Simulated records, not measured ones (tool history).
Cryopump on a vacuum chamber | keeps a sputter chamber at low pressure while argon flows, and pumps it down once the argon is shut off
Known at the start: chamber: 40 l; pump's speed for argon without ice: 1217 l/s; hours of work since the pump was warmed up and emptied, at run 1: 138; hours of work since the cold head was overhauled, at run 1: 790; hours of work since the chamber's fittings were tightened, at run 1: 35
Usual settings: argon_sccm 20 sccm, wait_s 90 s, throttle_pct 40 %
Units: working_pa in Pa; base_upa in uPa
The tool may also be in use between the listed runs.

| run | day | argon_sccm | wait_s | throttle_pct | hours of work since the pump was warmed up and emptied | hours of work since the cold head was overhauled | hours of work since the chamber's fittings were tightened | working_pa | base_upa |
|---|---|---|---|---|---|---|---|---|---|
| 1 | 0.000 | 20 | 90 | 40 | 138 | 790 | 35 | 0.0716 | 1.26 |
| 2 | 1.475 | 20 | 90 | 53 | 160 | 812 | 57 | 0.0557 | 1.26 |
| 3 | 2.454 | 20 | 90 | 40 | 175 | 826 | 72 | 0.0716 | 1.27 |
| 4 | 3.392 | 20 | 90 | 40 | 189 | 840 | 86 | 0.0726 | 1.35 |
| 5 | 4.529 | 26 | 90 | 40 | 206 | 857 | 102 | 0.0946 | 1.34 |
| 6 | 6.346 | 26 | 90 | 40 | 233 | 884 | 130 | 0.0961 | 1.34 |
| 7 | 7.854 | 20 | 90 | 40 | 255 | 907 | 152 | 0.0739 | 1.45 |
| 8 | 9.229 | 20 | 90 | 40 | 275 | 927 | 172 | 0.0749 | 1.44 |
| 9 | 10.021 | 20 | 90 | 16 | 287 | 939 | 184 | 0.1791 | 1.40 |
| 10 | 11.146 | 20 | 90 | 16 | 304 | 956 | 201 | 0.1804 | 1.49 |
| 11 | 12.325 | 20 | 90 | 16 | 322 | 973 | 218 | 0.1786 | 1.53 |
| 12 | 14.108 | 20 | 48 | 40 | 348 | 1000 | 245 | 0.0760 | 2.42 |
| 13 | 15.029 | 20 | 90 | 22 | 362 | 1013 | 259 | 0.1336 | 1.62 |
| 14 | 16.733 | 20 | 90 | 40 | 387 | 1039 | 284 | 0.0769 | 1.65 |
| 15 | 17.783 | 20 | 90 | 40 | 403 | 1054 | 300 | 0.0759 | 1.68 |
| 16 | 18.967 | 20 | 88 | 40 | 420 | 1072 | 317 | 0.0760 | 1.67 |
| 17 | 20.692 | 20 | 88 | 40 | 446 | 1098 | 343 | 0.0790 | 1.73 |
| 18 | 21.467 | 11 | 60 | 16 | 457 | 1109 | 354 | 0.1000 | 2.23 |
| 19 | 22.538 | 33 | 150 | 28 | 473 | 1125 | 370 | 0.1790 | 1.42 |
| 20 | 23.721 | 33 | 150 | 28 | 491 | 1143 | 388 | 0.1780 | 1.45 |
| 21 | 25.154 | 33 | 27 | 28 | 512 | 1164 | 409 | 0.1808 | 4.04 |
| 22 | 25.996 | 20 | 90 | 21 | 525 | 1176 | 422 | 0.1432 | 1.93 |
| 23 | 27.788 | 12 | 174 | 51 | 551 | 1203 | 448 | 0.0396 | 1.53 |
| 24 | 29.550 | 12 | 90 | 54 | 578 | 1229 | 474 | 0.0371 | 2.10 |
| 25 | 30.654 | 32 | 22 | 49 | 594 | 1246 | 491 | 0.1106 | 4.97 |
| 26 | 31.517 | 32 | 22 | 49 | 607 | 1259 | 504 | 0.1104 | 4.85 |
|  | 32.729 | pump warmed up, emptied and cooled again |
| 27 | 33.500 | 11 | 84 | 20 | 11 | 1285 | 530 | 0.0764 | 1.86 |
| 28 | 34.658 | 13 | 90 | 40 | 29 | 1302 | 547 | 0.0454 | 1.75 |
| 29 | 36.450 | 13 | 90 | 40 | 55 | 1329 | 574 | 0.0467 | 1.86 |
| 30 | 37.221 | 13 | 90 | 40 | 67 | 1340 | 585 | 0.0463 | 1.94 |
| 31 | 38.821 | 13 | 90 | 40 | 91 | 1364 | 609 | 0.0464 | 1.99 |
| 32 | 39.721 | 13 | 90 | 40 | 104 | 1377 | 623 | 0.0466 | 2.00 |
| 33 | 41.454 | 30 | 90 | 49 | 130 | 1403 | 648 | 0.0887 | 1.98 |
| 34 | 42.850 | 29 | 143 | 36 | 150 | 1424 | 669 | 0.1174 | 1.68 |

Forecast each of these 4 alternatives for the next run:
| A | 44.450 | 29 | 36 | 16 | 174 | 1448 | 693 | ? | ? |
| B | 44.450 | 24 | 90 | 44 | 174 | 1448 | 693 | ? | ? |
| C | 44.450 | 39 | 31 | 27 | 174 | 1448 | 693 | ? | ? |
| D | 44.450 | 19 | 90 | 40 | 174 | 1448 | 693 | ? | ? |

| run | working_pa | base_upa |
|---|---|---|
| A | 0.2553 | 3.41 |
| B | 0.0795 | 2.10 |
| C | 0.2044 | 3.85 |
| D | 0.0679 | 2.11 |
Without the tool's hidden state the same runs would have given:
| run | working_pa | base_upa |
|---|---|---|
| A | 0.2508 | 2.51 |
| B | 0.0757 | 1.17 |
| C | 0.1984 | 2.93 |
| D | 0.0650 | 1.19 |
